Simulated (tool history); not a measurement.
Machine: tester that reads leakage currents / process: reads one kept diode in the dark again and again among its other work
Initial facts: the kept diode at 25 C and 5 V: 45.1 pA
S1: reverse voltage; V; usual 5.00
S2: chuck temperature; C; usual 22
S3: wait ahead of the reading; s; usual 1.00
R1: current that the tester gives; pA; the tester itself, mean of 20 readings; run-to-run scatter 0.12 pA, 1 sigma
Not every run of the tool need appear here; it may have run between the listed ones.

| run | hour | S1 | S2 | S3 | R1 |
|---|---|---|---|---|---|
| 1 | 0.0 | 5.00 | 22 | 1.00 | 38.16 |
| 2 | 169.7 | 5.00 | 32 | 1.00 | 77.68 |
| 3 | 345.1 | 5.00 | 22 | 1.00 | 38.10 |
| 4 | 534.7 | 5.00 | 22 | 1.00 | 38.43 |
| 5 | 691.4 | 5.00 | 22 | 1.00 | 38.38 |
| 6 | 824.6 | 5.00 | 22 | 1.00 | 38.57 |
| 7 | 1055.9 | 5.00 | 22 | 1.00 | 38.54 |
| 8 | 1215.5 | 5.00 | 22 | 1.00 | 38.42 |
| 9 | 1390.1 | 5.00 | 22 | 1.00 | 38.82 |
|  | 1406.8 | probe card cleaned and baked |
| 10 | 1513.1 | 5.00 | 22 | 1.00 | 41.10 |
| 11 | 1624.4 | 5.00 | 22 | 1.00 | 40.97 |
| 12 | 1802.6 | 5.00 | 22 | 0.53 | 41.68 |
| 13 | 1970.8 | 5.00 | 22 | 0.53 | 41.91 |
|  | 2093.3 | chuck's temperature calibrated |
|  | 2109.0 | probe card cleaned and baked, once more |
| 14 | 2148.2 | 1.35 | 22 | 1.38 | 22.93 |
| 15 | 2328.9 | 3.09 | 35 | 1.96 | 80.37 |
| 16 | 2477.3 | 11.81 | 39 | 2.82 | 171.53 |
| 17 | 2574.0 | 5.00 | 49 | 1.00 | 250.51 |
| 18 | 2766.8 | 5.00 | 35 | 1.30 | 95.00 |
| 19 | 2872.4 | 1.36 | 42 | 1.00 | 97.05 |
| 20 | 3036.3 | 1.36 | 42 | 2.46 | 96.73 |
| 21 | 3140.0 | 1.23 | 34 | 6.11 | 52.68 |
| 22 | 3318.3 | 1.01 | 22 | 0.59 | 20.10 |
| 23 | 3435.6 | 1.01 | 22 | 0.55 | 20.05 |

Below are 3 alternative next runs, each starting from the tool's condition after run 23. Predict each:
| A | 3536.7 | 5.00 | 24 | 1.00 | ? |
| B | 3536.7 | 5.00 | 32 | 1.00 | ? |
| C | 3536.7 | 1.01 | 42 | 7.12 | ? |

| run | R1 |
|---|---|
| A | 42.94 |
| B | 75.86 |
| C | 85.11 |
With no hidden state in the tool, these same runs would have given:
| run | R1 |
|---|---|
| A | 42.78 |
| B | 77.44 |
| C | 89.09 |
